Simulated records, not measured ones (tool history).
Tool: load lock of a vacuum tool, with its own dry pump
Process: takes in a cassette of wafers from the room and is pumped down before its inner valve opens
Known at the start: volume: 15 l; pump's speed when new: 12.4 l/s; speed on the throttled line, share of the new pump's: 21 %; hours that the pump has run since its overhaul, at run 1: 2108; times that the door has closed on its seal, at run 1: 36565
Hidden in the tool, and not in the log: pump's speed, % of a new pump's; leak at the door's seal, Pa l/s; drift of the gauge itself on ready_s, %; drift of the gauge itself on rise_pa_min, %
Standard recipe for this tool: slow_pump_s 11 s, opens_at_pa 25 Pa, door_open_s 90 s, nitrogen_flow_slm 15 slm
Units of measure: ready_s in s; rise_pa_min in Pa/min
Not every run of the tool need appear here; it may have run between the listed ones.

run,day,slow_pump_s,opens_at_pa,door_open_s,nitrogen_flow_slm,hours that the pump has run since its overhaul,times that the door has closed on its seal,"incoming humidity of the room's air, %",ready_s,rise_pa_min
1,0,11,25,90,15,2108,36565,46.8,18.7,0.237
2,5.075,11,25,38,15,2230,36925,42.5,18.9,0.198
3,11.996,11,25,38,15,2396,37417,43.4,19.1,0.207
4,18.012,11,25,90,15,2540,37844,44,19,0.237
5,21.679,11,25,90,15,2628,38104,44.8,18.7,0.24
6,25.442,11,25,90,15,2719,38372,45.2,18.9,0.246
7,31.238,11,25,90,15,2858,38783,44.2,18.9,0.249
8,39.521,11,25,90,15,3057,39371,43.6,19.1,0.257
9,43.433,11,25,90,15,3151,39649,46.1,19.2,0.26
10,50.112,11,25,90,15,3311,40123,47.3,18.6,0.271
11,56.662,11,25,90,15,3468,40588,44.4,19.3,0.263
12,60.446,11,25,90,15,3559,40857,45.2,18.7,0.262
13,69.242,11,25,90,8,3770,41482,45.9,18.8,0.288
14,75.308,11,25,90,8,3916,41913,47,18.5,0.294
15,80.308,11,25,90,44,4035,42268,43.9,19.2,0.237
16,86.938,11,25,90,28,4195,42739,44,18.8,0.253
17,94.421,11,26,90,15,4374,43270,47.2,19.5,0.289
18,99.425,9,25,90,15,4494,43625,47.5,17.7,0.293
19,107.638,11,21,37,41,4691,44209,46.4,19,0.237
20,112.729,6,37,55,7,4814,44570,46.1,14.6,0.288
21,116.783,13,32,25,27,4911,44858,45.5,20.2,0.247
22,124.717,13,32,120,33,5101,45422,47.4,19.6,0.285
23,129.362,9,32,120,5,5213,45751,40.8,17.1,0.34
24,135.379,9,32,120,5,5357,46179,42.3,17.3,0.345
25,143.479,9,32,120,5,5552,46754,46.8,17,0.367
26,149.654,9,32,120,5,5700,47192,46.5,16.9,0.368
27,155.004,9,32,84,29,5828,47572,47.3,16.9,0.297
28,161.938,7,25,99,5,5995,48065,47.1,15.9,0.369
29,168.638,13,25,90,15,6155,48541,44.1,21.1,0.322
30,176.671,6,21,90,15,6348,49111,43.9,15.2,0.329
31,181.571,6,21,161,12,6466,49459,46.3,15.5,0.388
32,188.962,6,21,161,12,6643,49984,44.1,15.4,0.373
33,197.492,7,49,44,27,6848,50590,45,15,0.3
34,204.912,16,36,90,15,7026,51117,47,22.4,0.347

Run 35 has not been measured yet. What should we expect?
35,210.108,15,26,90,15,7151,51486,46.9,?,?

For run 35 the tool returned ready_s 22.1 s, rise_pa_min 0.354 Pa/min.
If the tool had no hidden condition, the same run with the same run-to-run variation would have returned ready_s 21.8 s, rise_pa_min 0.093 Pa/min.
